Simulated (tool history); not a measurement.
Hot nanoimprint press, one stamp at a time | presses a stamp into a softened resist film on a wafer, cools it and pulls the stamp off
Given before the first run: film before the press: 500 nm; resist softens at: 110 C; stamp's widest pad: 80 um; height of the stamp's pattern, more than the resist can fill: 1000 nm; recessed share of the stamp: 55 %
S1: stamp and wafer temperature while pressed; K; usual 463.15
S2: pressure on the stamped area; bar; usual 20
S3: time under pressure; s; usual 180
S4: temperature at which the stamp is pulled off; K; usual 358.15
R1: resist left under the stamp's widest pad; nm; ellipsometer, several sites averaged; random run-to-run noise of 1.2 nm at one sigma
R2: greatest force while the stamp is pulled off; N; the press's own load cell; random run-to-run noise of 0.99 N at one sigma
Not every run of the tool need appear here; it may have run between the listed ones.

run   hour      S1    S2   S3      S4     R1     R2
  1      0  463.15    20  180  358.15  245.6  134.4
  2   37.4  463.15    20  180  358.15  246.1  135.8
  3     90  463.15    20  180  358.15  244.8  136.1
  4    119  463.15    20  180  358.15  241.8  136.3
  5  159.3  463.15    20  180  358.15  242.8  134.9
  6    201  463.15    20  174  358.15  245.7  135.2
  7  249.4  468.15    20  116  353.15  229.4  149.7
  8  275.3  453.15    20  116  353.15  392.8  151.6
  9  315.6  453.15  25.2  116  353.15  374.3  151.1
 10  348.9  453.15  25.7  138  353.15  353.8  150.2

The log once held 1 entry between its listed runs, left out of this copy. Where does each go, and what is different about the tool's unlogged condition between the listed run before it and the listed run after it?
Run 3 -> run 4: plate thermocouple calibrated (hour 115.3)
  true temperature over the reading, C: -0.04 -> 0

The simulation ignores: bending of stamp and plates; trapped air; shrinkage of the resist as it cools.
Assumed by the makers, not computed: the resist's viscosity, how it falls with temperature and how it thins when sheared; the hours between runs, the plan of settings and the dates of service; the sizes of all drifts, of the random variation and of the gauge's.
